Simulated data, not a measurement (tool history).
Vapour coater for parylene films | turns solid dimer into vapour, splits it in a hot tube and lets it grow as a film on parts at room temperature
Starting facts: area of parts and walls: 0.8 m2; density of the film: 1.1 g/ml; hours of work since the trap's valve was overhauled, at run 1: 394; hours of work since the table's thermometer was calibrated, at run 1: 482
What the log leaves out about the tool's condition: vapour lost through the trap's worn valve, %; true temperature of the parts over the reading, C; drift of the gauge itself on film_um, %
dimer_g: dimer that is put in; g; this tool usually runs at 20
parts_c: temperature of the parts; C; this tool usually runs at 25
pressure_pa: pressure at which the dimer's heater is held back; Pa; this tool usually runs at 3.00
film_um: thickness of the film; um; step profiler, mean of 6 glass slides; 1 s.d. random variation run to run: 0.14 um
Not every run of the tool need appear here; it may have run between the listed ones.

run	day	dimer_g	parts_c	pressure_pa	hours of work since the trap's valve was overhauled	hours of work since the table's thermometer was calibrated	film_um
1	0.000	20	25	3.00	394	482	17.29
2	0.625	20	25	3.00	404	492	17.16
3	1.717	20	25	5.96	420	508	16.05
4	2.279	20	25	5.96	429	517	16.02
5	3.012	20	25	5.96	440	528	16.01
6	4.142	20	25	5.96	457	545	15.89
7	5.062	20	25	8.95	471	559	15.38
8	5.958	20	25	8.95	484	572	15.13
9	6.904	20	26	8.95	498	586	15.07
10	7.383	9	25	3.00	506	594	7.69
11	7.962	24	25	3.00	514	602	20.71
12	8.912	24	25	3.00	529	617	20.79
13	9.488	20	25	11.44	537	625	15.01
14	10.179	20	25	11.44	548	636	14.92
# day 10.571: trap's valve overhauled
15	11.342	20	25	6.09	12	651	15.96
16	12.179	12	25	6.09	24	664	9.65
17	12.654	12	25	6.09	31	671	9.67
18	13.558	12	25	6.09	45	684	9.61
19	14.658	12	25	6.09	62	701	9.63
20	15.400	12	25	6.09	73	712	9.66
21	16.554	12	25	6.09	90	730	9.62
22	17.058	12	25	6.09	98	737	9.57
23	18.058	20	25	9.60	113	752	15.30
24	18.704	20	25	3.00	123	762	17.50
25	19.308	27	18	11.69	132	771	22.73
26	20.138	27	18	11.69	144	784	22.90
27	20.617	27	18	11.69	152	791	22.64
28	21.271	34	20	5.97	161	801	29.36
29	22.242	11	23	5.57	176	815	9.18
30	23.371	11	23	5.57	193	832	9.19
31	23.846	31	34	8.76	200	840	20.54
32	24.604	36	22	8.76	212	851	29.33
33	25.675	28	29	4.01	228	867	22.03
34	26.842	21	19	4.17	245	885	19.30
35	27.946	21	19	4.17	262	901	19.49
36	28.862	17	19	4.17	276	915	15.27
37	29.425	11	26	3.77	284	924	9.04
38	30.292	11	26	3.77	298	937	9.18
39	31.221	11	26	10.83	312	951	8.17
40	31.800	14	25	2.76	320	960	12.22
41	32.517	13	25	9.99	331	970	9.84
42	33.400	20	29	3.00	344	984	16.04
43	33.975	20	29	2.71	353	992	16.33
44	34.725	33	19	2.48	364	1004	31.53
45	35.558	33	19	2.48	377	1016	31.96
46	36.417	32	29	2.28	390	1029	26.48
47	37.079	32	29	2.28	400	1039	26.52

Take each entry between the runs: how does the hidden state at the last listed run before it differ from the hidden state at the first listed run after it?
Between runs 14 and 15: trap's valve overhauled (day 10.571)
  vapour lost through the trap's worn valve, %: 0.5 -> 0
